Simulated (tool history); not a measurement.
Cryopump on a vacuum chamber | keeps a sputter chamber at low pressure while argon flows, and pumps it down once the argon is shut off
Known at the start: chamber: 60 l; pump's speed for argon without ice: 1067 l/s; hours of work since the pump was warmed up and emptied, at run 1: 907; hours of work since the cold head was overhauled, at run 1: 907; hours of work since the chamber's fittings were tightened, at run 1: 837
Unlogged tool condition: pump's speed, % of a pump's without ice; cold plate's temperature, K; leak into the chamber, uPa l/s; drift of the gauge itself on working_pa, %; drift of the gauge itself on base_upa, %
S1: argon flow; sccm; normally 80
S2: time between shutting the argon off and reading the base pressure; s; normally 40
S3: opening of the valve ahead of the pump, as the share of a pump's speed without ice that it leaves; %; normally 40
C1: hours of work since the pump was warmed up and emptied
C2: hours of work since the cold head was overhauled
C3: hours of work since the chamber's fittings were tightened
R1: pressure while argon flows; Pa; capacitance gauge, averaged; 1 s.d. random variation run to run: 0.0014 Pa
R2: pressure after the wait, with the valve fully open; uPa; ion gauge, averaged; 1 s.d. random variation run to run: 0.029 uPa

run	hour	S1	S2	S3	C1	C2	C3	R1	R2
1	0.0	80	40	40	907	907	837	0.3703	3.23
# hour 13.7: pump warmed up, emptied and cooled again
2	59.9	80	40	40	20	930	861	0.3194	2.73
3	112.9	80	40	40	42	953	883	0.3199	2.71
4	154.6	43	40	40	60	971	901	0.1712	2.73
5	182.8	43	40	40	72	983	913	0.1730	2.66
6	239.8	43	40	40	96	1007	937	0.1728	2.76
7	268.2	43	40	40	108	1019	949	0.1735	2.89
8	321.1	43	40	40	131	1041	972	0.1743	2.84
9	349.1	43	40	40	143	1053	984	0.1752	2.87
10	376.5	43	40	40	154	1065	995	0.1753	2.86
11	414.2	43	40	40	170	1081	1011	0.1759	2.93
12	467.4	80	40	47	193	1104	1034	0.2799	2.90
13	515.3	80	40	40	213	1124	1054	0.3298	3.03
14	574.1	80	40	40	238	1149	1079	0.3278	3.03
15	630.3	80	40	40	262	1173	1103	0.3316	3.11
16	679.9	80	40	40	283	1194	1124	0.3312	3.18
17	707.8	80	40	40	295	1206	1136	0.3328	3.20
18	765.9	80	40	40	320	1230	1161	0.3336	3.20
19	809.8	80	40	40	338	1249	1179	0.3333	3.28
20	842.4	80	40	40	352	1263	1193	0.3339	3.29
21	901.5	80	40	40	377	1288	1218	0.3343	3.27
22	960.3	80	40	40	402	1313	1243	0.3342	3.27
23	999.3	80	40	40	419	1330	1260	0.3372	3.46
24	1042.0	80	31	40	437	1348	1278	0.3413	3.86
25	1089.0	80	42	21	457	1368	1298	0.6269	3.46
26	1132.4	53	28	21	476	1386	1317	0.4162	3.97

Run 27 has not been measured yet. What should we expect?
27	1168.5	53	28	21	491	1402	1332	?	?

R1: 0.4176 Pa
R2: 4.04 uPa
If the tool had no hidden condition, the same run with the same run-to-run variation would have returned R1 0.4004 Pa, R2 1.87 uPa.

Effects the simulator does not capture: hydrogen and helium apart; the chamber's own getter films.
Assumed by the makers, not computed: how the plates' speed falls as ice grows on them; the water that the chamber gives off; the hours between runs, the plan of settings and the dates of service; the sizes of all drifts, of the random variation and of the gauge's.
